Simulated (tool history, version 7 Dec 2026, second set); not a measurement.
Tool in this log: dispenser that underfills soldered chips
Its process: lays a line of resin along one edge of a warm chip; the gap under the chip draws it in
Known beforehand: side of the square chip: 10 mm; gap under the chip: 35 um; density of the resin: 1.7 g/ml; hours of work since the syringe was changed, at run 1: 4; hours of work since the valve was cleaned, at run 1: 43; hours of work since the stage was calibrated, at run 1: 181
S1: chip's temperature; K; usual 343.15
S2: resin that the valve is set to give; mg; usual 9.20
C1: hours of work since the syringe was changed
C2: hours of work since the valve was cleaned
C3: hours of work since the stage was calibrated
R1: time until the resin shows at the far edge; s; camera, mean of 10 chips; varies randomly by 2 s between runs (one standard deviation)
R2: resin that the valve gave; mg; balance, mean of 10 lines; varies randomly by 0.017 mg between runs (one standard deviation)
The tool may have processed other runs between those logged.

Run 1, hour 0.0: usual settings; C1 4; C2 43; C3 181. Result: R1 278.4 s, R2 8.79 mg.
At hour 1.5: dispensing valve cleaned and set on the balance.
Run 2, hour 4.3: usual settings; C1 7; C2 2; C3 184. Result: R1 347.7 s, R2 9.13 mg.
At hour 9.8: new syringe of resin.
Run 3, hour 10.9: usual settings; C1 1; C2 7; C3 188. Result: R1 204.0 s, R2 9.16 mg.
Run 4, hour 13.7: usual settings but S2 10.79 mg; C1 3; C2 9; C3 190. Result: R1 240.2 s, R2 10.67 mg.
Run 5, hour 16.3: usual settings but S2 10.79 mg; C1 5; C2 11; C3 192. Result: R1 285.4 s, R2 10.66 mg.
Run 6, hour 22.3: usual settings but S2 10.79 mg; C1 9; C2 15; C3 197. Result: R1 423.1 s, R2 10.60 mg.
At hour 24.0: new syringe of resin.
Run 7, hour 26.9: usual settings; C1 2; C2 19; C3 200. Result: R1 229.8 s, R2 9.00 mg.
Run 8, hour 31.5: usual settings; C1 6; C2 22; C3 204. Result: R1 308.7 s, R2 8.98 mg.
Run 9, hour 36.6: usual settings; C1 10; C2 26; C3 208. Result: R1 437.1 s, R2 8.96 mg.
At hour 38.2: new syringe of resin.
Run 10, hour 39.9: usual settings; C1 1; C2 28; C3 210. Result: R1 214.0 s, R2 8.94 mg.
Run 11, hour 45.4: usual settings but S1 358.15 K; C1 5; C2 32; C3 214. Result: R1 180.1 s, R2 8.93 mg.
Run 12, hour 51.8: usual settings but S1 358.15 K; C1 10; C2 37; C3 219. Result: R1 277.1 s, R2 8.84 mg.
At hour 52.7: new syringe of resin.
Run 13, hour 55.3: usual settings but S1 358.15 K; C1 2; C2 40; C3 221. Result: R1 133.0 s, R2 8.85 mg.
Run 14, hour 58.3: usual settings but S1 354.15 K; C1 4; C2 42; C3 223. Result: R1 183.5 s, R2 8.82 mg.
At hour 60.9: dispensing valve cleaned and set on the balance.
Run 15, hour 64.3: usual settings but S2 10.78 mg; C1 8; C2 3; C3 227. Result: R1 374.9 s, R2 10.75 mg.
At hour 67.8: new syringe of resin.
Run 16, hour 68.6: usual settings but S2 10.78 mg; C1 1; C2 6; C3 230. Result: R1 196.8 s, R2 10.68 mg.
Run 17, hour 72.3: usual settings but S2 10.78 mg; C1 3; C2 8; C3 233. Result: R1 253.1 s, R2 10.68 mg.
Run 18, hour 75.6: usual settings but S2 10.71 mg; C1 6; C2 11; C3 236. Result: R1 313.2 s, R2 10.60 mg.
Run 19, hour 79.7: usual settings but S2 10.76 mg; C1 9; C2 14; C3 239. Result: R1 404.5 s, R2 10.62 mg.
At hour 82.1: new syringe of resin.
Run 20, hour 85.6: usual settings but S1 337.15 K, S2 8.82 mg; C1 3; C2 18; C3 243. Result: R1 299.0 s, R2 8.64 mg.
Run 21, hour 89.4: usual settings but S1 329.15 K, S2 11.30 mg; C1 6; C2 21; C3 246. Result: R1 511.0 s, R2 11.06 mg.
Run 22, hour 94.9: usual settings but S1 329.15 K, S2 11.30 mg; C1 10; C2 25; C3 250. Result: R1 732.3 s, R2 11.06 mg.
At hour 96.4: new syringe of resin.
Run 23, hour 98.7: usual settings but S1 329.15 K, S2 11.30 mg; C1 2; C2 28; C3 252. Result: R1 368.7 s, R2 11.00 mg.
Run 24, hour 102.4: usual settings but S1 357.15 K, S2 9.55 mg; C1 5; C2 31; C3 255. Result: R1 173.5 s, R2 9.28 mg.
Run 25, hour 108.5: usual settings but S1 346.15 K; C1 9; C2 35; C3 260. Result: R1 380.6 s, R2 8.89 mg.
At hour 110.4: new syringe of resin.
Run 26, hour 112.1: usual settings but S1 329.15 K, S2 10.32 mg; C1 1; C2 38; C3 262. Result: R1 359.7 s, R2 9.93 mg.
Run 27, hour 114.8: usual settings but S1 329.15 K, S2 10.32 mg; C1 3; C2 40; C3 264. Result: R1 423.4 s, R2 9.93 mg.
At hour 120.3: dispensing valve cleaned and set on the balance.
Run 28, hour 121.7: usual settings but S1 329.15 K, S2 10.32 mg; C1 8; C2 1; C3 269. Result: R1 622.1 s, R2 10.31 mg.
At hour 125.6: new syringe of resin.
Run 29, hour 128.4: usual settings but S1 340.15 K, S2 8.90 mg; C1 2; C2 6; C3 274. Result: R1 256.1 s, R2 8.84 mg.
Run 30, hour 134.7: usual settings but S1 357.15 K; C1 7; C2 11; C3 278. Result: R1 207.8 s, R2 9.13 mg.
At hour 139.7: new syringe of resin.
Run 31, hour 140.1: usual settings but S1 357.15 K; C1 0; C2 14; C3 282. Result: R1 116.1 s, R2 9.08 mg.
Run 32, hour 145.2: usual settings but S1 356.15 K, S2 10.77 mg; C1 4; C2 18; C3 286. Result: R1 167.1 s, R2 10.60 mg.
Run 33, hour 150.3: usual settings but S1 356.15 K, S2 10.77 mg; C1 8; C2 22; C3 290. Result: R1 240.7 s, R2 10.57 mg.
At hour 153.9: new syringe of resin.
Run 34, hour 156.4: usual settings but S1 337.15 K, S2 7.84 mg; C1 2; C2 27; C3 294. Result: R1 289.3 s, R2 7.71 mg.
Run 35, hour 161.7: usual settings but S1 339.15 K, S2 11.46 mg; C1 6; C2 31; C3 298. Result: R1 359.2 s, R2 11.13 mg.
Run 36, hour 165.2: usual settings but S1 339.15 K, S2 9.27 mg; C1 9; C2 33; C3 301. Result: R1 453.1 s, R2 9.01 mg.

Below are 4 alternative next runs, each starting from the tool's condition after run 36. Predict each:
At hour 168.0: new syringe of resin.
Run A, hour 171.8: usual settings but S1 351.15 K, S2 9.43 mg; C1 3; C2 38; C3 306. Result: R1 ?, R2 ?.
At hour 168.0: new syringe of resin.
Run B, hour 171.8: usual settings but S1 330.15 K, S2 11.64 mg; C1 3; C2 38; C3 306. Result: R1 ?, R2 ?.
At hour 168.0: new syringe of resin.
Run C, hour 171.8: usual settings but S1 339.15 K, S2 9.41 mg; C1 3; C2 38; C3 306. Result: R1 ?, R2 ?.
At hour 168.0: new syringe of resin.
Run D, hour 171.8: usual settings but S1 346.15 K, S2 7.80 mg; C1 3; C2 38; C3 306. Result: R1 ?, R2 ?.

run     R1     R2
  A  182.5   9.10
  B  386.5  11.21
  C  280.9   9.08
  D  227.3   7.52
With the hidden condition removed and each run's random variation left untouched, the same runs would have given:
run     R1     R2
  A  145.5   9.43
  B  310.3  11.61
  C  224.4   9.40
  D  180.1   7.78
